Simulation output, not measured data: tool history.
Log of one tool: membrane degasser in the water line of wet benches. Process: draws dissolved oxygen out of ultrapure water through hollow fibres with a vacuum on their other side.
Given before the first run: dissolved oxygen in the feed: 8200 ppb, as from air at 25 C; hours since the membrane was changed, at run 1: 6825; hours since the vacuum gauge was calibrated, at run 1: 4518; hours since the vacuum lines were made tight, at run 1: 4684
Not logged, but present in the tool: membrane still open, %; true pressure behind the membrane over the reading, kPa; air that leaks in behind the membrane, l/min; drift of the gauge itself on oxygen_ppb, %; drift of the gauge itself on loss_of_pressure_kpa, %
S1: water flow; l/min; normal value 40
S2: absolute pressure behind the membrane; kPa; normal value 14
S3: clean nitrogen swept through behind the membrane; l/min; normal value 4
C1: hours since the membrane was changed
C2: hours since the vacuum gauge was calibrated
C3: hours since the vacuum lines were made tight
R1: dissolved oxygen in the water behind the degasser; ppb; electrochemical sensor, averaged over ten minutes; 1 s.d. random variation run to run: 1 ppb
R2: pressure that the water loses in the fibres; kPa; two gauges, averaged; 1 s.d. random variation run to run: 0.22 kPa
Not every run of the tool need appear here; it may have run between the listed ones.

run,hour,S1,S2,S3,C1,C2,C3,R1,R2
1,0,40,14,4,6825,4518,4684,260.9,52.91
2,109.1,40,14,4,6934,4627,4794,260.2,52.75
3,186.1,40,14,4,7011,4704,4871,261.3,52.77
4,359,40,14,4,7184,4877,5043,262.1,52.98
5,505.8,40,14,4,7331,5024,5190,261.6,52.94
6,683.4,40,14,4,7508,5201,5368,262.1,52.92
7,785.1,40,14,4,7610,5303,5470,261,53.1
8,909.1,40,14,4,7734,5427,5594,262,52.75
9,1016.5,40,14,4,7842,5534,5701,263.1,53.07
10,1102.5,40,14,4,7928,5620,5787,263.3,52.42
11,1230.7,40,14,4,8056,5748,5915,262.9,53.08
12,1343.7,40,14,4,8169,5861,6028,263.6,53.18
13,1486,40,14,4,8311,6004,6170,264.2,53.25
14,1624.1,40,14,4,8449,6142,6309,261.6,53.4
15,1814.2,40,23.8,4,8639,6332,6499,477.2,53.2
16,1966.3,40,23.8,4,8791,6484,6651,475.9,53.62
17,2070.4,56,23.8,4,8895,6588,6755,653.4,74.62
18,2174.4,46,28.1,6.17,8999,6692,6859,441.3,60.6
19,2356.9,51,22.4,6.1,9182,6875,7041,391,67.95
20,2456,39,9.6,9.56,9281,6974,7141,71.8,52.1
# hour 2546.5: vacuum gauge calibrated
21,2641.1,30,9.6,9.56,9466,95,7325,50.6,39.45
22,2736.1,40,14,2.23,9561,190,7420,424.2,53.4
23,2865.3,40,14,2.23,9690,319,7549,425.4,53.51
24,3030.3,40,18.4,1.85,9855,484,7714,677.8,53.3
25,3166.9,40,18.4,1.85,9991,620,7851,682.7,53.39
26,3346.7,36,30,5.28,10171,800,8031,426.5,47.94
27,3511.3,28,14,4,10336,965,8195,183.4,37.33
28,3662.5,41,14,4,10487,1116,8347,262.7,54.65

Run 29 has not been measured yet. What should we expect?
29,3824,56,30.7,2.36,10649,1278,8508,?,?

Logged for run 29: R1 1250.9 ppb, R2 75.1 kPa.
The same run, on a tool lacking any hidden state, would have yielded R1 1237.6 ppb, R2 72.77 kPa.
